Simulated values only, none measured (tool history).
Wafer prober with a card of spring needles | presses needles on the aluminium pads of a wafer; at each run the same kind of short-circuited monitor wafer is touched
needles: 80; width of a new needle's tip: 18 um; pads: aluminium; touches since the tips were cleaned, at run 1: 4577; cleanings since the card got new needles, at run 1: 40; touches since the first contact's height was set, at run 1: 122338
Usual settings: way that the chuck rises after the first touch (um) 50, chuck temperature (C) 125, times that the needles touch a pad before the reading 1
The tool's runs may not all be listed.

run   hour  way that the chuck rises after the first touch (um)  chuck temperature (C)  times that the needles touch a pad before the reading  touches since the tips were cleaned  cleanings since the card got new needles  touches since the first contact's height was set  resistance of one needle with its contact and lead (mohm)  way that a needle slides on the pad (um)
  1    0.0                                                   50                    125                                                      1                                 4577                                        40                                            122338                                                        281                                     10.02
       6.2  -- tips cleaned on abrasive film
      21.6  -- tips cleaned on abrasive film
      37.0  -- tips cleaned on abrasive film
      52.4  -- tips cleaned on abrasive film
      64.7  -- tips cleaned on abrasive film
      80.1  -- tips cleaned on abrasive film
  2   90.1                                                   50                    125                                                      1                                 5520                                        46                                            171597                                                        280                                     10.00
      93.3  -- tips cleaned on abrasive film
     105.6  -- tips cleaned on abrasive film
     121.0  -- tips cleaned on abrasive film
     133.3  -- tips cleaned on abrasive film
     148.7  -- tips cleaned on abrasive film
     155.1  -- height of the first contact set anew
     161.4  -- tips cleaned on abrasive film
  3  161.4                                                   50                    125                                                      1                                    0                                        52                                              3422                                                        282                                     10.03
     176.8  -- tips cleaned on abrasive film
     192.2  -- tips cleaned on abrasive film
     207.6  -- tips cleaned on abrasive film
     223.0  -- tips cleaned on abrasive film
     238.4  -- tips cleaned on abrasive film
     253.8  -- tips cleaned on abrasive film
  4  261.3                                                   55                    125                                                      1                                 4144                                        58                                             58033                                                        279                                     11.04
     267.5  -- tips cleaned on abrasive film
     282.9  -- tips cleaned on abrasive film
     298.3  -- tips cleaned on abrasive film
     310.6  -- tips cleaned on abrasive film
     326.0  -- tips cleaned on abrasive film
  5  326.4                                                   55                    125                                                      1                                  221                                        63                                             93583                                                        279                                     11.01
     338.7  -- tips cleaned on abrasive film
     354.1  -- tips cleaned on abrasive film
     369.5  -- tips cleaned on abrasive film
     384.9  -- tips cleaned on abrasive film
     400.3  -- tips cleaned on abrasive film
  6  411.9                                                   34                     48                                                      3                                 6409                                        68                                            140372                                                        268                                      6.80

The next listed run, before its measurement:
     415.1  -- tips cleaned on abrasive film
     427.4  -- tips cleaned on abrasive film
     442.8  -- tips cleaned on abrasive film
     455.2  -- tips cleaned on abrasive film
     470.5  -- tips cleaned on abrasive film
  7  477.0                                                   34                     48                                                      3                                 3546                                        73                                            175881                                                          ?                                         ?

{"run 7": {"resistance of one needle with its contact and lead (mohm)": 268, "way that a needle slides on the pad (um)": 6.83}}
Without the tool's hidden state the same run would have given resistance of one needle with its contact and lead (mohm) 267, way that a needle slides on the pad (um) 6.83.
